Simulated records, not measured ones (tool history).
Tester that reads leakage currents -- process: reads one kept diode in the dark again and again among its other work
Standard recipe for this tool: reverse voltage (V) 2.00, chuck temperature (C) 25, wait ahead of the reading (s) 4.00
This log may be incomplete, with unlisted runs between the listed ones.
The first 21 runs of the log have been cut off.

run	hour	reverse voltage (V)	chuck temperature (C)	wait ahead of the reading (s)	current that the tester gives (pA)
22	2791.2	3.27	32	7.91	292.45
23	2900.0	2.00	45	0.92	594.55
# hour 2973.4: chuck's temperature calibrated
24	3013.0	2.00	25	4.00	111.50
25	3156.0	2.00	25	4.00	111.61
26	3277.6	2.00	25	4.00	112.21
27	3413.7	2.00	25	4.00	113.34
28	3576.6	2.00	25	3.29	113.70
29	3736.5	4.36	30	0.55	256.75
30	3822.5	1.82	38	0.58	301.01
31	4000.6	1.82	38	0.58	301.78

Consider 3 possible next runs. They are alternatives, not a sequence: every one starts from the tool as it was left by run 31. What does each give?
A	4131.6	1.82	26	0.58	?
B	4131.6	1.73	25	4.00	?
C	4131.6	2.00	25	0.71	?

run	current that the tester gives (pA)
A	119.92
B	108.60
C	116.79
With no hidden state in the tool, these same runs would have given:
run	current that the tester gives (pA)
A	112.06
B	101.37
C	108.95
